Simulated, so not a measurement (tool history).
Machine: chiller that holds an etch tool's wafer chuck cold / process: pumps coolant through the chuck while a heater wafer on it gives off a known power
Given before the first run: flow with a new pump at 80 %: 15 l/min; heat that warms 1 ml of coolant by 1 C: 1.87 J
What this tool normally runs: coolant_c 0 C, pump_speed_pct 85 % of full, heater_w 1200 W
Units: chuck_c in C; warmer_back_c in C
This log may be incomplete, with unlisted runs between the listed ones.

Run 1, hour 0: usual settings. Result: chuck_c 11.9 C, warmer_back_c 2.89 C.
Run 2, hour 145.9: usual settings. Result: chuck_c 12.1 C, warmer_back_c 2.86 C.
Run 3, hour 273.9: usual settings. Result: chuck_c 12 C, warmer_back_c 2.93 C.
Run 4, hour 438.5: usual settings. Result: chuck_c 12.2 C, warmer_back_c 2.93 C.
Run 5, hour 519.3: usual settings. Result: chuck_c 12.2 C, warmer_back_c 2.99 C.
Run 6, hour 586.7: usual settings. Result: chuck_c 12.1 C, warmer_back_c 3 C.
Run 7, hour 674.2: usual settings. Result: chuck_c 12.4 C, warmer_back_c 2.91 C.
Run 8, hour 823.2: usual settings but coolant_c 2 C, pump_speed_pct 95 % of full. Result: chuck_c 13.6 C, warmer_back_c 2.68 C.
Run 9, hour 908.4: usual settings but coolant_c 2 C, pump_speed_pct 74 % of full. Result: chuck_c 15.7 C, warmer_back_c 3.42 C.
Run 10, hour 983.6: usual settings but coolant_c -6 C, pump_speed_pct 74 % of full, heater_w 615 W. Result: chuck_c 1 C, warmer_back_c 1.78 C.
Run 11, hour 1108: usual settings but coolant_c -6 C, pump_speed_pct 74 % of full, heater_w 615 W. Result: chuck_c 0.9 C, warmer_back_c 1.77 C.
Run 12, hour 1241.7: usual settings but coolant_c -6 C, pump_speed_pct 93 % of full, heater_w 777 W. Result: chuck_c 1.5 C, warmer_back_c 1.77 C.
Run 13, hour 1386.2: usual settings but coolant_c 8 C, pump_speed_pct 62 % of full, heater_w 777 W. Result: chuck_c 18 C, warmer_back_c 2.7 C.

Branching from run 13: 4 alternative next runs. What would each branch give?
Run A, hour 1503.3: usual settings but coolant_c 10 C, pump_speed_pct 91 % of full, heater_w 624 W. Result: chuck_c ?, warmer_back_c ?.
Run B, hour 1503.3: usual settings but coolant_c -4 C, pump_speed_pct 75 % of full, heater_w 756 W. Result: chuck_c ?, warmer_back_c ?.
Run C, hour 1503.3: usual settings but pump_speed_pct 95 % of full, heater_w 615 W. Result: chuck_c ?, warmer_back_c ?.
Run D, hour 1503.3: usual settings but coolant_c 10 C, pump_speed_pct 97 % of full, heater_w 1165 W. Result: chuck_c ?, warmer_back_c ?.

run  chuck_c  warmer_back_c
  A       16           1.48
  B      4.5            2.2
  C      5.8           1.39
  D     21.2           2.54
The same runs, with their run-to-run variation unchanged, on a tool lacking any hidden condition would have given:
run  chuck_c  warmer_back_c
  A       15           1.16
  B      3.2           1.73
  C        5           1.09
  D     19.3           1.99
